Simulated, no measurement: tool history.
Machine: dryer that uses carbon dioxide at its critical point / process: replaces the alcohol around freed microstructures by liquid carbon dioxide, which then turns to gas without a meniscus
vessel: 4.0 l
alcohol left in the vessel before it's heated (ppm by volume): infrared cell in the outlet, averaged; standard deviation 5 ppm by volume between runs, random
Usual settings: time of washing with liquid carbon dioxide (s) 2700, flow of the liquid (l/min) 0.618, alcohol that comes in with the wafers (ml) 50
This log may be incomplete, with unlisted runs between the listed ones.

run,hour,time of washing with liquid carbon dioxide (s),flow of the liquid (l/min),alcohol that comes in with the wafers (ml),alcohol left in the vessel before it's heated (ppm by volume)
1,0,2700,0.618,50,109
2,28,3000,0.618,50,99
3,60.3,3000,0.618,50,93
4,89.6,2700,0.618,59,120
5,123.7,2700,0.618,59,112
6,164.8,2700,0.618,59,121
7,196.3,2700,0.618,59,123
8,219.5,2700,0.618,59,124
9,261.5,2700,0.618,59,125
10,285.3,2520,0.618,59,149
11,310,1620,0.618,93,849
12,327.3,2100,0.977,45,91
13,364.1,4200,0.771,45,78
# hour 394.7: inlet filter changed
14,406.6,2160,0.492,45,325
15,448.2,1920,0.618,20,157
16,481.7,2700,0.71,50,101
17,521.3,1740,0.71,24,153
18,548.4,3300,0.618,118,113

For run 19, what comes out?
19,568.9,2580,0.38,106,?

{"run 19": {"alcohol left in the vessel before it's heated (ppm by volume)": 850}}
Minus the tool's unlogged condition, the same run would have read alcohol left in the vessel before it's heated (ppm by volume) 746.
